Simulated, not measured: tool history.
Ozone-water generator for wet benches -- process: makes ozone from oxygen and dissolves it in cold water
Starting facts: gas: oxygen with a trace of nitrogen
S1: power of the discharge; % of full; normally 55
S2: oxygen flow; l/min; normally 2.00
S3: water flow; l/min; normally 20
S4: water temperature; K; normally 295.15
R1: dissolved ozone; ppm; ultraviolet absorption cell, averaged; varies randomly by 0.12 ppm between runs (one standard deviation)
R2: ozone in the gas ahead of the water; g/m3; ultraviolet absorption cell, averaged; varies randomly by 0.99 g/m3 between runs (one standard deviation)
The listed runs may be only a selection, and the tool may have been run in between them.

run   hour  S1    S2  S3      S4    R1     R2
  1    0.0  55  2.00  20  295.15   9.5  169.4
  2   30.1  55  2.00  20  295.15   9.6  166.0
  3   63.2  55  2.00  20  295.15   9.4  169.2
  4  101.4  55  2.00  20  295.15   9.4  167.8
  5  123.4  55  2.00  20  295.15   9.2  169.1
  6  163.5  55  2.00  20  295.15   9.5  167.6
  7  198.3  55  2.00  20  295.15   9.6  168.6
  8  220.5  55  2.00  20  295.15   9.5  167.5
  9  254.7  55  2.00  20  295.15   9.4  168.1
 10  282.5  55  2.00  20  295.15   9.6  168.6
 11  320.7  55  2.00  20  295.15   9.6  166.9
 12  341.9  55  2.00  20  295.15   9.5  167.4
 13  388.8  55  2.00  20  295.15   9.6  168.1
 14  430.7  48  2.00  20  302.15   8.0  151.9
 15  468.4  48  2.00  20  302.15   8.0  151.9
 16  499.9  63  1.15  26  292.15   6.4  226.3
 17  544.6  63  1.15  26  299.15   6.2  225.0
 18  589.9  63  1.15  26  299.15   6.1  229.5
 19  625.6  55  2.62  20  295.15  10.5  148.8
 20  663.9  55  2.62  20  295.15  10.2  150.0
 21  709.6  55  2.00  27  292.15   7.1  165.5
 22  730.3  55  2.00  32  295.15   5.6  166.5
 23  761.6  43  1.23  31  289.15   4.2  167.8
 24  792.8  43  1.23  31  289.15   4.0  168.3
 25  843.1  43  1.23  31  289.15   4.1  165.4

Forecast each of these 3 alternatives for the next run:
  A  876.8  43  1.23  21  293.15   ?   ?
  B  876.8  55  2.33  29  294.15   ?   ?
  C  876.8  53  1.55  15  289.15   ?   ?

run    R1     R2
  A   6.2  166.7
  B   7.0  156.4
  C  11.4  178.4
Without the tool's hidden state the same runs would have given:
run    R1     R2
  A   6.4  170.3
  B   7.4  160.7
  C  11.9  183.1
